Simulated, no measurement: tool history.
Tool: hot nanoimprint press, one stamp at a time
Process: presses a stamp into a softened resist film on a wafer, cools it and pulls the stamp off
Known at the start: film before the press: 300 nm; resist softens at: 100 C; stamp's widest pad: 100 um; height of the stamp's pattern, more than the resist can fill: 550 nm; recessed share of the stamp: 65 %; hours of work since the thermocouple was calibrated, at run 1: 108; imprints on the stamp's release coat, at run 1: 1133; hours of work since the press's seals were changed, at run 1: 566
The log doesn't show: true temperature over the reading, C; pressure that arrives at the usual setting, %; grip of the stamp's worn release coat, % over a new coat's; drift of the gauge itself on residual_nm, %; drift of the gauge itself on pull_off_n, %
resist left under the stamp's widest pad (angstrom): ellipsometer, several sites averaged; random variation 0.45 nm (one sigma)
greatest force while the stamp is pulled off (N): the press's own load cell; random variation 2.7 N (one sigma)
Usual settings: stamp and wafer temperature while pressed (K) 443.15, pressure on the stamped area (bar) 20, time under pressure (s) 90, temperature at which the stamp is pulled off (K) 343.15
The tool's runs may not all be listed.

run	hour	stamp and wafer temperature while pressed (K)	pressure on the stamped area (bar)	time under pressure (s)	temperature at which the stamp is pulled off (K)	hours of work since the thermocouple was calibrated	imprints on the stamp's release coat	hours of work since the press's seals were changed	resist left under the stamp's widest pad (angstrom)	greatest force while the stamp is pulled off (N)
1	0	443.15	20	90	343.15	108	1133	566	1235	129
# hour 25.3: press's hydraulic seals changed and the load cell set to zero
2	36.9	443.15	20	90	345.15	126	1242	7	1235	123
3	70.9	450.15	20	90	343.15	147	1369	28	877	124
4	114.9	443.15	20	90	343.15	174	1535	56	1233	129
5	146.2	443.15	20	90	343.15	193	1652	75	1226	127
6	167.8	443.15	20	90	343.15	207	1734	88	1225	129
7	188.3	443.15	20	90	343.15	219	1810	101	1225	130
8	229.5	443.15	20	90	343.15	245	1965	127	1232	129
9	258.4	443.15	20	90	343.15	263	2074	144	1229	123
# hour 302: stamp cleaned and given a new release coat
10	302.1	443.15	20	90	343.15	286	0	168	1228	127
# hour 322.1: plate thermocouple calibrated
11	327.8	443.15	20	90	343.15	3	86	182	1228	122
12	374.8	454.15	20	90	343.15	33	262	211	727	129
13	412.3	443.15	16.4	90	343.15	56	403	234	1348	126
14	448.1	443.15	26.3	90	343.15	78	538	256	1056	123
15	495.2	443.15	20	90	343.15	107	714	286	1230	127
16	527.8	454.15	20	90	343.15	127	837	306	725	125
17	566.9	454.15	20	90	343.15	152	984	330	720	129
18	608.9	443.15	14.5	90	343.15	178	1142	356	1449	125
19	642.5	440.15	19	77	340.15	198	1268	377	1517	134
20	686.6	440.15	19	77	342.15	226	1434	404	1525	129
21	719.6	455.15	14.6	66	333.15	246	1557	425	936	148
22	744.5	443.15	29.9	90	343.15	262	1651	440	983	127
23	781.3	452.15	30	69	335.15	285	1789	463	701	137
# hour 802.8: plate thermocouple calibrated
24	829.8	441.15	12.6	74	339.15	17	1960	491	1770	132
25	860.6	441.15	15.3	94	344.15	36	2076	510	1504	125
26	889.9	442.15	24.1	94	334.15	54	2186	528	1132	139
# hour 905.9: stamp cleaned and given a new release coat
27	916.6	431.15	20	51	343.15	67	40	541	2317	129
28	959.6	431.15	20	51	343.15	93	201	568	2330	126
# hour 980.8: press's hydraulic seals changed and the load cell set to zero
29	995	431.15	20	51	343.15	110	304	9	2335	126

Forecast each of these 3 alternatives for the next run:
A	1038.7	431.15	20	124	343.15	138	468	36	?	?
B	1038.7	437.15	20	56	331.15	138	468	36	?	?
C	1038.7	431.15	13	93	330.15	138	468	36	?	?

run	resist left under the stamp's widest pad (angstrom)	greatest force while the stamp is pulled off (N)
A	1916	128
B	1848	147
C	2339	144
Without the tool's hidden state the same runs would have given:
run	resist left under the stamp's widest pad (angstrom)	greatest force while the stamp is pulled off (N)
A	1953	128
B	1883	147
C	2383	144
